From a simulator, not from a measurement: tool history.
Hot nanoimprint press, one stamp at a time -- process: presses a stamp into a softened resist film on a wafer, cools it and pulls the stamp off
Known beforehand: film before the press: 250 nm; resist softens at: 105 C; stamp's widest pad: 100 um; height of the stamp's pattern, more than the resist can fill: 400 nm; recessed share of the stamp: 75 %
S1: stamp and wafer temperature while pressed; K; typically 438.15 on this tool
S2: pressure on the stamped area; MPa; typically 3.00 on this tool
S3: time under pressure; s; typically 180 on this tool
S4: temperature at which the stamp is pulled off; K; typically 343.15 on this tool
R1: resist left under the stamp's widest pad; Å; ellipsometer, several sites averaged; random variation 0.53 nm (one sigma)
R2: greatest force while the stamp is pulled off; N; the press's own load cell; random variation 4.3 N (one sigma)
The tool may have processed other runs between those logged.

run     day      S1    S2   S3      S4    R1   R2
  1   0.000  438.15  3.00  180  343.15  1087  217
  2   1.146  438.15  3.00  180  343.15  1102  217
  3   1.996  438.15  3.00  180  343.15  1089  211
      3.929  -- stamp cleaned and given a new release coat
  4   4.046  438.15  3.00  180  343.15  1083  206
  5   4.812  438.15  3.00  180  343.15  1094  211
  6   6.392  438.15  3.00  180  343.15  1088  208
  7   7.500  430.15  1.95  143  338.15  1971  229
  8   8.362  438.15  3.00  282  343.15   933  216
  9   9.750  438.15  3.00  282  343.15   933  212
 10  10.875  427.15  3.33  311  340.15  1481  227
 11  11.654  427.15  3.00  180  349.15  1772  195
 12  12.529  427.15  3.00  180  349.15  1766  184

Measured less the same run without the tool's hidden state. The same run-to-run variation is in both; the gauge's scatter may not be:
Unlogged tool condition in this case: true temperature over the reading, C; pressure that arrives at the usual setting, %; grip of the stamp's worn release coat, % over a new coat's; drift of the gauge itself on residual_nm, %; drift of the gauge itself on pull_off_n, %.
run   R1
  1   +1
  2   +0
  3   -2
  4   -5
  5   -6
  6   -9
  7  -22
  8  -10
  9  -13
 10  -23
 11  -30
 12  -33
R2 without the hidden state stays within 3 N of what was measured, in all runs.

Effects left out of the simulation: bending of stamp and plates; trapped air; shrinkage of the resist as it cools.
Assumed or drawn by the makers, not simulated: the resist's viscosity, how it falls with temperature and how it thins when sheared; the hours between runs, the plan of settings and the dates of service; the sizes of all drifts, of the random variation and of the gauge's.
